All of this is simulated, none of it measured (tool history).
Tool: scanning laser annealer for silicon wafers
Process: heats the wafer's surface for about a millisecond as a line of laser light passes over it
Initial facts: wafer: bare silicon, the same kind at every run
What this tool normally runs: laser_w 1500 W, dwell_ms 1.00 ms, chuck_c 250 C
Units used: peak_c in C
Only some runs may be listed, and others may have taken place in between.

| run | day | laser_w | dwell_ms | chuck_c | peak_c |
|---|---|---|---|---|---|
| 1 | 0.000 | 1500 | 1.00 | 250 | 1075 |
| 2 | 1.775 | 1500 | 1.00 | 250 | 1073 |
| 3 | 4.146 | 1500 | 1.00 | 250 | 1072 |
| 4 | 5.196 | 1500 | 1.00 | 250 | 1072 |
| 5 | 6.675 | 1500 | 1.00 | 250 | 1068 |
| 6 | 9.088 | 1500 | 1.00 | 250 | 1072 |
| 7 | 10.504 | 1500 | 1.00 | 250 | 1072 |
| 8 | 12.029 | 1500 | 0.82 | 250 | 994 |
| 9 | 13.383 | 1500 | 0.82 | 250 | 992 |
| 10 | 15.246 | 1500 | 0.82 | 237 | 979 |
| 11 | 17.417 | 1500 | 1.00 | 250 | 1073 |
| 12 | 18.612 | 1382 | 1.00 | 224 | 978 |
| 13 | 20.117 | 1615 | 1.13 | 250 | 1200 |
| 14 | 22.279 | 1464 | 1.00 | 253 | 1053 |
| 15 | 23.342 | 1353 | 0.92 | 284 | 985 |
| 16 | 25.288 | 1500 | 1.00 | 258 | 1079 |
| 17 | 26.996 | 1497 | 1.00 | 217 | 1038 |
| 18 | 29.188 | 1497 | 1.00 | 217 | 1038 |
| 19 | 30.725 | 1346 | 1.00 | 273 | 1004 |
| 20 | 31.733 | 1346 | 1.00 | 273 | 1005 |
| 21 | 32.983 | 1478 | 1.00 | 273 | 1084 |
| 22 | 35.175 | 1478 | 1.00 | 273 | 1085 |

Between the runs listed above, the log contained 1 entry, not reproduced here. Where in the sequence does each belong, and how does what the log doesn't record of the tool's condition differ from the listed run before to the listed run after?
After run 17, before run 18: window over the wafer cleaned (day 28.479)
  light that passes the window, % of a clean one's: 99.94 -> 99.99
